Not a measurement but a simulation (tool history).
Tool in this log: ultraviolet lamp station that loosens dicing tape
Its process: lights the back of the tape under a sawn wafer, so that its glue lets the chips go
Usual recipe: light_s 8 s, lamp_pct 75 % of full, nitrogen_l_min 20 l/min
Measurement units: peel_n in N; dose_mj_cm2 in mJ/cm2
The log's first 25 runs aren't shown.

run 26 hour=437.5 | light_s=12 lamp_pct=75 nitrogen_l_min=15 | peel_n=0.403 dose_mj_cm2=709
run 27 hour=451.9 | light_s=8 lamp_pct=63 nitrogen_l_min=12 | peel_n=1.171 dose_mj_cm2=394
run 28 hour=461.4 | light_s=12 lamp_pct=81 nitrogen_l_min=24 | peel_n=0.292 dose_mj_cm2=760
run 29 hour=477.3 | light_s=12 lamp_pct=81 nitrogen_l_min=24 | peel_n=0.291 dose_mj_cm2=750
run 30 hour=490.5 | light_s=8 lamp_pct=66 nitrogen_l_min=27 | peel_n=0.752 dose_mj_cm2=406
run 31 hour=510.4 | light_s=6 lamp_pct=81 nitrogen_l_min=27 | peel_n=0.887 dose_mj_cm2=375
run 32 hour=530 | light_s=16 lamp_pct=81 nitrogen_l_min=27 | peel_n=0.232 dose_mj_cm2=998
run 33 hour=540.3 | light_s=16 lamp_pct=81 nitrogen_l_min=27 | peel_n=0.222 dose_mj_cm2=988
run 34 hour=551.6 | light_s=16 lamp_pct=81 nitrogen_l_min=27 | peel_n=0.231 dose_mj_cm2=988
run 35 hour=572.7 | light_s=8 lamp_pct=75 nitrogen_l_min=11 | peel_n=1.057 dose_mj_cm2=452
run 36 hour=588 | light_s=8 lamp_pct=62 nitrogen_l_min=39 | peel_n=0.804 dose_mj_cm2=373
run 37 hour=598.8 | light_s=10 lamp_pct=89 nitrogen_l_min=25 | peel_n=0.357 dose_mj_cm2=673
run 38 hour=610 | light_s=10 lamp_pct=88 nitrogen_l_min=9 | peel_n=0.645 dose_mj_cm2=658
run 39 hour=620.8 | light_s=8 lamp_pct=75 nitrogen_l_min=6 | peel_n=1.49 dose_mj_cm2=441
run 40 hour=631.7 | light_s=8 lamp_pct=96 nitrogen_l_min=26 | peel_n=0.458 dose_mj_cm2=562
run 41 hour=648.3 | light_s=8 lamp_pct=74 nitrogen_l_min=21 | peel_n=0.782 dose_mj_cm2=435
run 42 hour=670.3 | light_s=8 lamp_pct=74 nitrogen_l_min=21 | peel_n=0.818 dose_mj_cm2=431
run 43 hour=691 | light_s=5 lamp_pct=78 nitrogen_l_min=21 | peel_n=1.55 dose_mj_cm2=282

3 ways to go on from here, each from the tool as it stands after run 43. What would each give?
run A hour=706.7 | light_s=13 lamp_pct=75 nitrogen_l_min=14 | peel_n=? dose_mj_cm2=?
run B hour=706.7 | light_s=5 lamp_pct=86 nitrogen_l_min=23 | peel_n=? dose_mj_cm2=?
run C hour=706.7 | light_s=8 lamp_pct=62 nitrogen_l_min=14 | peel_n=? dose_mj_cm2=?

run=A peel_n=0.434 dose_mj_cm2=688
run=B peel_n=1.296 dose_mj_cm2=309
run=C peel_n=1.326 dose_mj_cm2=359
With no hidden state in the tool, these same runs would have given:
run=A peel_n=0.311 dose_mj_cm2=858
run=B peel_n=0.928 dose_mj_cm2=385
run=C peel_n=0.951 dose_mj_cm2=447
